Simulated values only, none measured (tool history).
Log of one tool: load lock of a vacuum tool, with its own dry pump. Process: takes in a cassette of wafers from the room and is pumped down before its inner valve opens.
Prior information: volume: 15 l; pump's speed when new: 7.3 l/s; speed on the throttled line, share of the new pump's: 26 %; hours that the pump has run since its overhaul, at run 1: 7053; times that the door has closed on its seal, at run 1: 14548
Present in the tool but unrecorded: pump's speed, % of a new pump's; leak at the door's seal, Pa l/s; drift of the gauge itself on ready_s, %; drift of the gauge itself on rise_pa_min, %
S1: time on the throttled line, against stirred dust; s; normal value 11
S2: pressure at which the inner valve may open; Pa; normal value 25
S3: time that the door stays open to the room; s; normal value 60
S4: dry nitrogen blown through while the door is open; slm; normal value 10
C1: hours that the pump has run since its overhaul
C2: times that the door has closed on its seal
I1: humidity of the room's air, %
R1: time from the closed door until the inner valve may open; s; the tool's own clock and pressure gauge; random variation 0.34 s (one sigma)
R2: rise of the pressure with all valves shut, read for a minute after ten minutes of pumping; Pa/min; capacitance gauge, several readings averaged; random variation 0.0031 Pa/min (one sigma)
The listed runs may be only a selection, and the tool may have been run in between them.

| run | hour | S1 | S2 | S3 | S4 | C1 | C2 | I1 | R1 | R2 |
|---|---|---|---|---|---|---|---|---|---|---|
| 1 | 0.0 | 11 | 25 | 60 | 10 | 7053 | 14548 | 46.4 | 26.6 | 0.225 |
| 2 | 124.6 | 11 | 25 | 60 | 10 | 7177 | 14960 | 47.9 | 26.7 | 0.234 |
| 3 | 254.4 | 11 | 25 | 60 | 25 | 7307 | 15388 | 44.3 | 26.4 | 0.208 |
| 4 | 416.1 | 11 | 25 | 60 | 10 | 7469 | 15922 | 43.2 | 25.9 | 0.248 |
| 5 | 568.3 | 11 | 19 | 60 | 10 | 7621 | 16425 | 47.0 | 26.7 | 0.257 |
| 6 | 704.9 | 11 | 25 | 60 | 41 | 7758 | 16876 | 41.0 | 27.1 | 0.224 |
| 7 | 875.8 | 11 | 25 | 60 | 41 | 7929 | 17441 | 48.3 | 26.7 | 0.238 |
| 8 | 972.2 | 11 | 25 | 60 | 10 | 8025 | 17759 | 44.3 | 26.7 | 0.265 |
| 9 | 1093.6 | 8 | 25 | 60 | 10 | 8146 | 18160 | 44.2 | 24.4 | 0.271 |
| 10 | 1194.6 | 11 | 25 | 60 | 8 | 8247 | 18493 | 44.1 | 26.8 | 0.278 |
| 11 | 1324.2 | 11 | 25 | 161 | 10 | 8377 | 18922 | 47.4 | 26.1 | 0.311 |
| 12 | 1439.1 | 11 | 25 | 161 | 10 | 8492 | 19301 | 44.2 | 27.2 | 0.307 |
| 13 | 1542.2 | 11 | 25 | 161 | 10 | 8595 | 19642 | 44.2 | 26.7 | 0.325 |
| 14 | 1678.0 | 11 | 25 | 161 | 10 | 8731 | 20090 | 44.8 | 26.5 | 0.329 |
| 15 | 1776.3 | 11 | 32 | 77 | 10 | 8829 | 20415 | 46.2 | 26.2 | 0.314 |
| 16 | 1935.3 | 11 | 42 | 77 | 5 | 8988 | 20940 | 44.3 | 24.8 | 0.336 |
| 17 | 2020.7 | 15 | 25 | 60 | 21 | 9073 | 21222 | 45.5 | 29.1 | 0.319 |
| 18 | 2108.8 | 12 | 25 | 60 | 21 | 9161 | 21513 | 43.6 | 27.4 | 0.309 |
| 19 | 2227.5 | 12 | 25 | 60 | 21 | 9280 | 21905 | 45.6 | 27.2 | 0.324 |
| 20 | 2318.3 | 12 | 25 | 60 | 21 | 9371 | 22205 | 45.2 | 27.5 | 0.328 |
| 21 | 2481.8 | 12 | 25 | 143 | 21 | 9535 | 22745 | 47.0 | 27.7 | 0.367 |
| 22 | 2653.8 | 12 | 25 | 143 | 21 | 9707 | 23313 | 45.4 | 27.3 | 0.365 |
| 23 | 2771.4 | 17 | 25 | 60 | 10 | 9824 | 23702 | 43.4 | 31.4 | 0.364 |
| 24 | 2861.4 | 17 | 25 | 60 | 10 | 9914 | 23999 | 45.1 | 31.0 | 0.376 |
| 25 | 3032.1 | 17 | 25 | 60 | 10 | 10085 | 24562 | 44.1 | 31.5 | 0.381 |
| 26 | 3148.4 | 17 | 25 | 60 | 10 | 10201 | 24947 | 47.9 | 31.1 | 0.396 |
| 27 | 3319.1 | 11 | 25 | 110 | 10 | 10372 | 25510 | 45.5 | 26.8 | 0.417 |

Alternative continuations, all from the tool just after run 27; predict every row:
| A | 3398.2 | 11 | 30 | 67 | 23 | 10451 | 25771 | 44.5 | ? | ? |
| B | 3398.2 | 7 | 25 | 60 | 23 | 10451 | 25771 | 44.9 | ? | ? |
| C | 3398.2 | 11 | 29 | 51 | 10 | 10451 | 25771 | 46.8 | ? | ? |
| D | 3398.2 | 13 | 25 | 121 | 23 | 10451 | 25771 | 46.7 | ? | ? |
| E | 3398.2 | 11 | 19 | 110 | 10 | 10451 | 25771 | 47.0 | ? | ? |

| run | R1 | R2 |
|---|---|---|
| A | 26.1 | 0.405 |
| B | 23.8 | 0.397 |
| C | 26.5 | 0.421 |
| D | 28.3 | 0.415 |
| E | 28.0 | 0.431 |
Stripped of hidden state, with their random variation kept, the same runs would have yielded:
| run | R1 | R2 |
|---|---|---|
| A | 24.5 | 0.054 |
| B | 22.0 | 0.053 |
| C | 24.8 | 0.073 |
| D | 26.7 | 0.068 |
| E | 26.3 | 0.089 |
